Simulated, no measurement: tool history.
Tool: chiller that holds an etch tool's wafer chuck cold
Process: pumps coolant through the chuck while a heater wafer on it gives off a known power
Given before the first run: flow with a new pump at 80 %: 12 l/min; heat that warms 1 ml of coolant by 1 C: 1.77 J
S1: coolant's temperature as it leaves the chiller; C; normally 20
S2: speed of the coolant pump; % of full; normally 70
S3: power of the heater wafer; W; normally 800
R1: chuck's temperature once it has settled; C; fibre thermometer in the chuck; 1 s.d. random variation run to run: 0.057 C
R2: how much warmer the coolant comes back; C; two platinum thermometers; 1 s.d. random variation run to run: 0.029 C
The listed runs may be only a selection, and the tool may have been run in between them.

Run 1, hour 0.0: usual settings. Result: R1 25.79 C, R2 2.65 C.
Run 2, hour 57.9: usual settings. Result: R1 25.75 C, R2 2.59 C.
Run 3, hour 104.2: usual settings. Result: R1 25.74 C, R2 2.69 C.
Run 4, hour 144.2: usual settings. Result: R1 25.86 C, R2 2.67 C.
Run 5, hour 207.0: usual settings. Result: R1 25.80 C, R2 2.60 C.
Run 6, hour 259.6: usual settings. Result: R1 25.78 C, R2 2.70 C.
Run 7, hour 316.1: usual settings but S3 489 W. Result: R1 23.58 C, R2 1.63 C.
Run 8, hour 361.1: usual settings but S3 489 W. Result: R1 23.39 C, R2 1.62 C.
Run 9, hour 429.5: usual settings. Result: R1 25.75 C, R2 2.61 C.
Run 10, hour 500.1: usual settings. Result: R1 25.85 C, R2 2.62 C.
Run 11, hour 596.9: usual settings but S2 88 % of full. Result: R1 25.06 C, R2 2.10 C.
Run 12, hour 666.3: usual settings but S2 88 % of full. Result: R1 24.90 C, R2 2.09 C.
Run 13, hour 728.3: usual settings. Result: R1 25.37 C, R2 2.66 C.
Run 14, hour 786.0: usual settings but S1 17 C. Result: R1 22.41 C, R2 2.62 C.
Run 15, hour 827.3: usual settings. Result: R1 25.43 C, R2 2.58 C.
Run 16, hour 867.9: usual settings but S1 15 C. Result: R1 20.52 C, R2 2.67 C.
Run 17, hour 925.9: usual settings but S1 27 C, S2 93 % of full, S3 528 W. Result: R1 29.67 C, R2 1.29 C.
Run 18, hour 998.2: usual settings but S1 12 C, S2 90 % of full, S3 916 W. Result: R1 17.10 C, R2 2.39 C.
Run 19, hour 1078.2: usual settings but S1 16 C, S2 90 % of full, S3 1033 W. Result: R1 21.84 C, R2 2.64 C.
Run 20, hour 1162.7: usual settings but S1 16 C, S2 90 % of full, S3 1033 W. Result: R1 21.76 C, R2 2.64 C.
Run 21, hour 1260.8: usual settings but S1 16 C, S2 90 % of full, S3 1033 W. Result: R1 22.15 C, R2 2.67 C.
Run 22, hour 1329.9: usual settings but S2 91 % of full. Result: R1 24.69 C, R2 2.06 C.
Run 23, hour 1401.7: usual settings but S2 91 % of full. Result: R1 24.70 C, R2 2.06 C.
Run 24, hour 1471.1: usual settings but S1 17 C, S2 91 % of full, S3 750 W. Result: R1 21.39 C, R2 1.92 C.
Run 25, hour 1566.7: usual settings but S2 61 % of full, S3 1040 W. Result: R1 28.14 C, R2 4.07 C.
Run 26, hour 1629.9: usual settings but S1 22 C, S2 94 % of full, S3 785 W. Result: R1 26.46 C, R2 1.93 C.
Run 27, hour 1713.4: usual settings but S1 22 C, S2 94 % of full, S3 785 W. Result: R1 26.51 C, R2 1.92 C.
Run 28, hour 1767.9: usual settings but S1 22 C, S2 94 % of full, S3 785 W. Result: R1 26.52 C, R2 1.93 C.
Run 29, hour 1841.4: usual settings but S1 15 C. Result: R1 20.62 C, R2 2.71 C.
Run 30, hour 1934.8: usual settings but S1 14 C, S2 69 % of full, S3 504 W. Result: R1 17.62 C, R2 1.68 C.
Run 31, hour 2022.8: usual settings but S2 63 % of full, S3 504 W. Result: R1 23.78 C, R2 1.89 C.

The log once held 3 entries between its listed runs, left out of this copy. Where does each go, and what is different about the tool's unlogged condition between the listed run before it and the listed run after it?
Runs 12 to 13: coolant changed, channels flushed (hour 677.1)
  heat passed by the chuck's channels, % of clean ones': 90.6 -> 99.5; flow at a given pump speed, % of a new pump's: 98 -> 97.9
  difference, measured minus the result without the unlogged condition, R1: +0.23 -> -0.10 C; R2: +0.05 -> +0.06 C
Runs 16 to 17: chiller's thermometer calibrated (hour 873.8)
  heat passed by the chuck's channels, % of clean ones': 99.4 -> 99.3; flow at a given pump speed, % of a new pump's: 97.7 -> 97.6; coolant's true temperature over the reading, C: -0.21 -> -0.29
  difference, measured minus the result without the unlogged condition, R1: -0.11 -> -0.22 C; R2: +0.06 -> +0.03 C
Runs 20 to 21: chiller's thermometer calibrated, once more (hour 1250.2)
  heat passed by the chuck's channels, % of clean ones': 99 -> 98.8; flow at a given pump speed, % of a new pump's: 97.3 -> 97.2; coolant's true temperature over the reading, C: -0.31 -> -0.05
  difference, measured minus the result without the unlogged condition, R1: -0.16 -> +0.12 C; R2: +0.07 -> +0.08 C

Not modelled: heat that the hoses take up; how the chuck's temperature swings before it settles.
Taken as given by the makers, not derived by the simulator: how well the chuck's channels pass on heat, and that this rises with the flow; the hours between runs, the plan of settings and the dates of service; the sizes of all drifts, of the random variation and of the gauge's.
